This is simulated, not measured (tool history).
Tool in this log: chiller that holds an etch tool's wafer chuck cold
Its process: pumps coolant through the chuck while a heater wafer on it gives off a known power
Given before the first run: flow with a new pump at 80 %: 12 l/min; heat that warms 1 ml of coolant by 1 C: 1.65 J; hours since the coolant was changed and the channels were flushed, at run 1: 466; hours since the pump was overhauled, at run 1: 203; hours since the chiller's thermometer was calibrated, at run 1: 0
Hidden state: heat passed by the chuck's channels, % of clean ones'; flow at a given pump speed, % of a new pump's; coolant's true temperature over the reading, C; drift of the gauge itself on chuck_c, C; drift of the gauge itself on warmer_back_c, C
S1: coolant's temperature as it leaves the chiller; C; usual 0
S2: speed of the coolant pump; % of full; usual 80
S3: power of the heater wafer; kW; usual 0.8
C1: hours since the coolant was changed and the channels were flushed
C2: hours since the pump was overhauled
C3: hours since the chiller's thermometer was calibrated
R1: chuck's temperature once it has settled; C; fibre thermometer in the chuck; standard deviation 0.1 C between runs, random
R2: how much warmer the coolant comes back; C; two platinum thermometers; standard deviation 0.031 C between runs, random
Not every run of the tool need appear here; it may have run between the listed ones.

| run | hour | S1 | S2 | S3 | C1 | C2 | C3 | R1 | R2 |
|---|---|---|---|---|---|---|---|---|---|
| 1 | 0 | 0 | 80 | 0.8 | 466 | 203 | 0 | 7 | 2.39 |
| 2 | 178.1 | 0 | 80 | 0.8 | 644 | 381 | 178 | 7.1 | 2.45 |
| 3 | 306.2 | 0 | 80 | 0.8 | 772 | 509 | 306 | 7 | 2.4 |
| 4 | 421.1 | 0 | 80 | 0.8 | 887 | 624 | 421 | 6.8 | 2.44 |
| 5 | 554.6 | 0 | 80 | 0.8 | 1021 | 758 | 555 | 7 | 2.53 |
| 6 | 654.5 | 0 | 80 | 0.8 | 1121 | 858 | 655 | 6.9 | 2.52 |
| 7 | 871.4 | 0 | 80 | 0.8 | 1337 | 1075 | 871 | 7.2 | 2.51 |
| 8 | 1010.8 | 3 | 80 | 0.8 | 1477 | 1214 | 1011 | 10.2 | 2.5 |
| 9 | 1185.9 | 3 | 80 | 0.8 | 1652 | 1389 | 1186 | 10.2 | 2.52 |
| 10 | 1306.9 | 8 | 80 | 0.8 | 1773 | 1510 | 1307 | 15.3 | 2.54 |
| 11 | 1394.3 | 8 | 80 | 0.8 | 1860 | 1597 | 1394 | 15.3 | 2.6 |
| 12 | 1593.4 | 8 | 80 | 0.8 | 2059 | 1796 | 1593 | 15.3 | 2.52 |
| 13 | 1796.2 | 8 | 80 | 0.8 | 2262 | 1999 | 1796 | 15.3 | 2.55 |
| 14 | 1993.7 | 8 | 80 | 0.8 | 2460 | 2197 | 1994 | 15.5 | 2.64 |
| 15 | 2152.5 | 8 | 61 | 0.8 | 2618 | 2356 | 2152 | 17.4 | 3.52 |
| 16 | 2309.2 | 8 | 61 | 0.8 | 2775 | 2512 | 2309 | 17.6 | 3.52 |
| 17 | 2419.5 | 8 | 61 | 0.8 | 2886 | 2623 | 2420 | 17.6 | 3.51 |
| 18 | 2528 | 8 | 61 | 0.8 | 2994 | 2731 | 2528 | 17.7 | 3.55 |
| 19 | 2619.7 | 7 | 61 | 0.812 | 3086 | 2823 | 2620 | 17 | 3.67 |
| 20 | 2787.1 | -6 | 93 | 0.406 | 3253 | 2990 | 2787 | -2.9 | 1.15 |
|  | 2815.2 | coolant changed, channels flushed |
| 21 | 3003.7 | -6 | 93 | 0.406 | 188 | 3201 | 2998 | -3.5 | 1.14 |
| 22 | 3215.3 | 9 | 61 | 0.732 | 400 | 3412 | 3209 | 16.9 | 3.31 |
| 23 | 3360.2 | 4 | 76 | 0.617 | 545 | 3557 | 3354 | 9.3 | 2.27 |
| 24 | 3519.4 | 4 | 76 | 0.617 | 704 | 3717 | 3513 | 9.5 | 2.28 |
|  | 3591.5 | chiller's thermometer calibrated |
| 25 | 3698.7 | 4 | 70 | 0.8 | 882 | 3895 | 107 | 13 | 3.18 |
| 26 | 3861.6 | 4 | 70 | 1.156 | 1045 | 4058 | 270 | 17 | 4.65 |
| 27 | 4065.8 | 0 | 70 | 1.127 | 1250 | 4262 | 474 | 12.8 | 4.61 |
| 28 | 4281.1 | 10 | 90 | 1.127 | 1465 | 4477 | 690 | 20.5 | 3.64 |
| 29 | 4488.3 | 6 | 80 | 0.649 | 1672 | 4684 | 897 | 12.5 | 2.3 |
| 30 | 4623.1 | 0 | 92 | 0.414 | 1807 | 4819 | 1032 | 3.7 | 1.26 |
| 31 | 4821.1 | 0 | 92 | 0.414 | 2005 | 5017 | 1230 | 3.8 | 1.23 |
| 32 | 5032.1 | 8 | 73 | 0.627 | 2216 | 5228 | 1441 | 15 | 2.51 |

Here are 3 independent what-if runs from the current tool condition. What would each one return?
| A | 5182.1 | -9 | 67 | 0.776 | 2366 | 5378 | 1591 | ? | ? |
| B | 5182.1 | 0 | 78 | 1.167 | 2366 | 5378 | 1591 | ? | ? |
| C | 5182.1 | 0 | 98 | 0.8 | 2366 | 5378 | 1591 | ? | ? |

| run | R1 | R2 |
|---|---|---|
| A | 0.7 | 3.46 |
| B | 12.9 | 4.51 |
| C | 7 | 2.42 |
The same runs, with their run-to-run variation unchanged, on a tool lacking any hidden condition would have given:
| run | R1 | R2 |
|---|---|---|
| A | -1.2 | 2.82 |
| B | 10.3 | 3.68 |
| C | 5.8 | 1.97 |
